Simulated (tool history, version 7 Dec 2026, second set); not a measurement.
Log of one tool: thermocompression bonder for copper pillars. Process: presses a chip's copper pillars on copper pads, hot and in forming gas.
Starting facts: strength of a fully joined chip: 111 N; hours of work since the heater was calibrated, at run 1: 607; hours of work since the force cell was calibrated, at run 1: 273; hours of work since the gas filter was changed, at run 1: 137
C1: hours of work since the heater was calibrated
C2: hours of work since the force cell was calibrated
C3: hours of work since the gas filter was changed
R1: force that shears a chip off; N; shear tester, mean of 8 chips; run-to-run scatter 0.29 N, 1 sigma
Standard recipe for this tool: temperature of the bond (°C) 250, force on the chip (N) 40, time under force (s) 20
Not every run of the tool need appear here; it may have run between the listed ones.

run 1 hour=0 | temperature_of_the_bond_(°C)=250 force_on_the_chip_(N)=40 time_under_force_(s)=20 | C1=607 C2=273 C3=137 | R1=74.6
run 2 hour=11.8 | temperature_of_the_bond_(°C)=250 force_on_the_chip_(N)=40 time_under_force_(s)=20 | C1=614 C2=281 C3=144 | R1=73.5
-- hour=16 heater calibrated with a thermocouple chip
run 3 hour=24.6 | temperature_of_the_bond_(°C)=277 force_on_the_chip_(N)=40 time_under_force_(s)=20 | C1=5 C2=287 C3=151 | R1=86
run 4 hour=31.5 | temperature_of_the_bond_(°C)=277 force_on_the_chip_(N)=40 time_under_force_(s)=20 | C1=10 C2=292 C3=155 | R1=86.2
run 5 hour=38 | temperature_of_the_bond_(°C)=277 force_on_the_chip_(N)=40 time_under_force_(s)=20 | C1=14 C2=296 C3=159 | R1=86.3
run 6 hour=46.3 | temperature_of_the_bond_(°C)=277 force_on_the_chip_(N)=40 time_under_force_(s)=20 | C1=19 C2=301 C3=164 | R1=85.8
run 7 hour=53.5 | temperature_of_the_bond_(°C)=277 force_on_the_chip_(N)=40 time_under_force_(s)=20 | C1=24 C2=306 C3=169 | R1=85.5
run 8 hour=68 | temperature_of_the_bond_(°C)=277 force_on_the_chip_(N)=40 time_under_force_(s)=20 | C1=33 C2=315 C3=178 | R1=85.9
run 9 hour=74.6 | temperature_of_the_bond_(°C)=277 force_on_the_chip_(N)=40 time_under_force_(s)=20 | C1=37 C2=319 C3=182 | R1=85
run 10 hour=88.2 | temperature_of_the_bond_(°C)=250 force_on_the_chip_(N)=40 time_under_force_(s)=20 | C1=45 C2=328 C3=191 | R1=70
run 11 hour=94.8 | temperature_of_the_bond_(°C)=250 force_on_the_chip_(N)=40 time_under_force_(s)=20 | C1=50 C2=332 C3=195 | R1=69.9
run 12 hour=103 | temperature_of_the_bond_(°C)=250 force_on_the_chip_(N)=40 time_under_force_(s)=20 | C1=55 C2=337 C3=200 | R1=69.7
run 13 hour=112.8 | temperature_of_the_bond_(°C)=248 force_on_the_chip_(N)=39 time_under_force_(s)=13 | C1=61 C2=343 C3=206 | R1=59.5
run 14 hour=125.2 | temperature_of_the_bond_(°C)=231 force_on_the_chip_(N)=40 time_under_force_(s)=20 | C1=69 C2=351 C3=214 | R1=57.4
run 15 hour=132.7 | temperature_of_the_bond_(°C)=231 force_on_the_chip_(N)=40 time_under_force_(s)=20 | C1=73 C2=356 C3=219 | R1=57.1
run 16 hour=144.7 | temperature_of_the_bond_(°C)=255 force_on_the_chip_(N)=25 time_under_force_(s)=20 | C1=81 C2=363 C3=226 | R1=52.3
run 17 hour=152.5 | temperature_of_the_bond_(°C)=250 force_on_the_chip_(N)=37 time_under_force_(s)=20 | C1=86 C2=368 C3=231 | R1=65.7
run 18 hour=160.6 | temperature_of_the_bond_(°C)=275 force_on_the_chip_(N)=56 time_under_force_(s)=55 | C1=91 C2=373 C3=236 | R1=99.9
run 19 hour=168.9 | temperature_of_the_bond_(°C)=275 force_on_the_chip_(N)=51 time_under_force_(s)=55 | C1=96 C2=378 C3=242 | R1=98.1
run 20 hour=179.3 | temperature_of_the_bond_(°C)=250 force_on_the_chip_(N)=48 time_under_force_(s)=20 | C1=103 C2=385 C3=248 | R1=76.6
run 21 hour=193.9 | temperature_of_the_bond_(°C)=250 force_on_the_chip_(N)=48 time_under_force_(s)=20 | C1=112 C2=394 C3=257 | R1=76.1
run 22 hour=208.9 | temperature_of_the_bond_(°C)=252 force_on_the_chip_(N)=40 time_under_force_(s)=20 | C1=121 C2=403 C3=267 | R1=70.1
-- hour=212.4 forming gas filter changed
run 23 hour=225 | temperature_of_the_bond_(°C)=252 force_on_the_chip_(N)=40 time_under_force_(s)=20 | C1=131 C2=413 C3=8 | R1=77.1
run 24 hour=238.1 | temperature_of_the_bond_(°C)=243 force_on_the_chip_(N)=49 time_under_force_(s)=59 | C1=139 C2=422 C3=16 | R1=99

A few steps of R1 between consecutive runs. Split each: what settings, incoming material and random variation would produce without the hidden state, and what is left over for the hidden state, along with gauge scatter present in only one of the two compared results (measured, and without hidden state):
Unlogged tool condition in this case: true temperature of the bond over the reading, C; force that reaches the chip, % of what is set; oxide that the forming gas leaves, % of the face; drift of the gauge itself on shear_n, %.
Run 17 -> 18: temperature of the bond (°C) 250 -> 275, force on the chip (N) 37 -> 56, time under force (s) 20 -> 55. R1 +34.2 N: hidden state -4.7, all else +38.9.
Run 22 -> 23: forming gas filter changed. R1 +7 N: hidden state +7.3, all else -0.3.
Run 23 -> 24: temperature of the bond (°C) 252 -> 243, force on the chip (N) 40 -> 49, time under force (s) 20 -> 59. R1 +21.9 N: hidden state -0.9, all else +22.8.
